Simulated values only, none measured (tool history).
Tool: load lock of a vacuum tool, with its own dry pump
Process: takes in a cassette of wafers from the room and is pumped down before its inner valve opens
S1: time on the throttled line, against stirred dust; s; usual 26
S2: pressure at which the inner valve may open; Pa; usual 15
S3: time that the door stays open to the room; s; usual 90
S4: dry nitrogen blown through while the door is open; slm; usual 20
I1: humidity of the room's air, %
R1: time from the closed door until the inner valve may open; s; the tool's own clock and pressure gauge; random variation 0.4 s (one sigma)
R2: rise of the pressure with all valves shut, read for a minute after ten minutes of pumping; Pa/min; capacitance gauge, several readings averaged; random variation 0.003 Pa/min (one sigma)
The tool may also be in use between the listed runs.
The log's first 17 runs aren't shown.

run,hour,S1,S2,S3,S4,I1,R1,R2
18,4328.5,26,15,90,20,44.9,44.5,0.029
19,4570.3,26,15,90,20,48.8,44.8,0.032
20,4956.5,26,15,90,20,44.8,45.9,0.029
21,5318.6,26,29,175,20,42.2,43.6,0.045
22,5563.4,26,29,175,20,46.6,43.2,0.053
# hour 5837.3: door's seal changed, seat wiped
23,5947.1,51,29,175,5,43.5,62.3,0.064
24,6170.3,44,23,72,16,47.1,57.2,0.028
25,6492.6,44,23,72,16,42.8,57.5,0.023
26,6843.3,44,23,72,16,47.3,57.8,0.033
27,7155.8,44,23,72,16,45.5,56.8,0.029
28,7524.9,42,13,90,20,47.3,57.7,0.036
29,7760.1,36,15,90,5,45.3,52.6,0.042
30,7989.3,43,14,87,15,44.8,58.1,0.033
31,8283.0,43,14,87,15,44.7,58.1,0.033
32,8506.8,51,14,87,15,42.6,64.4,0.029
# hour 8661.7: dry pump taken out, an overhauled one fitted
33,8723.0,51,14,103,26,46.6,64.3,0.036
34,9120.2,26,15,90,21,41.3,44.8,0.024
35,9356.4,26,13,90,20,44.0,45.5,0.037
36,9600.0,24,16,90,20,44.0,44.2,0.030
37,9787.4,34,19,220,14,41.7,50.3,0.057

Forecast each of these 4 alternatives for the next run:
A,10156.8,26,17,90,21,48.3,?,?
B,10156.8,26,19,59,14,46.7,?,?
C,10156.8,15,15,90,20,47.9,?,?
D,10156.8,34,17,139,36,41.2,?,?

run,R1,R2
A,44.6,0.037
B,44.3,0.029
C,37.0,0.035
D,50.7,0.033
Without the tool's hidden state the same runs would have given:
run,R1,R2
A,44.6,0.036
B,44.3,0.029
C,37.0,0.035
D,50.7,0.032

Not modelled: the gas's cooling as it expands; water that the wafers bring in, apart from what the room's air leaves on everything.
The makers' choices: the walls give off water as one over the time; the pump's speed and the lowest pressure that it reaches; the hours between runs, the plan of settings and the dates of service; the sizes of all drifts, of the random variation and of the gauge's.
